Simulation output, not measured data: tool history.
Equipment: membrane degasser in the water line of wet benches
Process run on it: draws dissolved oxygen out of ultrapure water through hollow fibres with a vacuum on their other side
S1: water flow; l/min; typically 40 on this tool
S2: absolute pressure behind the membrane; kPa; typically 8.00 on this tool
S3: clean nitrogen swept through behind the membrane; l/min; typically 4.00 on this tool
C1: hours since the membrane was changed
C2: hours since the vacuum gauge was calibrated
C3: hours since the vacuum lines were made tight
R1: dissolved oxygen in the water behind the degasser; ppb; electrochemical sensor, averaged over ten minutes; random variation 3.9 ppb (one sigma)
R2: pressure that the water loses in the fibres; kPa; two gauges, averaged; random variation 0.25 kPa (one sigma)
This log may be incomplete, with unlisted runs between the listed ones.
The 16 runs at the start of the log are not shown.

run 17 hour=1186.9 | S1=40 S2=8.00 S3=7.06 | C1=2605 C2=1224 C3=3328 | R1=348.9 R2=67.85
run 18 hour=1277.9 | S1=62 S2=8.00 S3=7.06 | C1=2696 C2=1315 C3=3419 | R1=853.8 R2=105.79
run 19 hour=1339.3 | S1=40 S2=15.66 S3=3.68 | C1=2757 C2=1377 C3=3480 | R1=579.0 R2=67.92
run 20 hour=1422.0 | S1=40 S2=15.66 S3=3.68 | C1=2840 C2=1459 C3=3563 | R1=573.4 R2=68.00
run 21 hour=1478.4 | S1=46 S2=8.93 S3=6.61 | C1=2896 C2=1516 C3=3619 | R1=492.3 R2=78.08
run 22 hour=1526.0 | S1=43 S2=17.06 S3=4.00 | C1=2944 C2=1563 C3=3667 | R1=658.7 R2=73.38
run 23 hour=1575.2 | S1=61 S2=12.68 S3=2.02 | C1=2993 C2=1612 C3=3716 | R1=1245.4 R2=103.66
run 24 hour=1670.7 | S1=61 S2=12.68 S3=2.02 | C1=3088 C2=1708 C3=3811 | R1=1215.7 R2=104.00
run 25 hour=1761.8 | S1=43 S2=8.00 S3=4.00 | C1=3180 C2=1799 C3=3903 | R1=461.7 R2=73.05
run 26 hour=1820.6 | S1=40 S2=9.15 S3=4.00 | C1=3238 C2=1858 C3=3961 | R1=418.8 R2=68.23
run 27 hour=1873.7 | S1=28 S2=5.36 S3=1.98 | C1=3292 C2=1911 C3=4015 | R1=166.5 R2=47.79

Run 28 is up next; what results do you expect?
run 28 hour=1972.8 | S1=27 S2=6.67 S3=5.92 | C1=3391 C2=2010 C3=4114 | R1=? R2=?

R1: 124.5 ppb
R2: 45.97 kPa
Take away the tool's hidden state, keep the run-to-run variation as it was, and the same run would have given R1 124.4 ppb, R2 45.96 kPa.
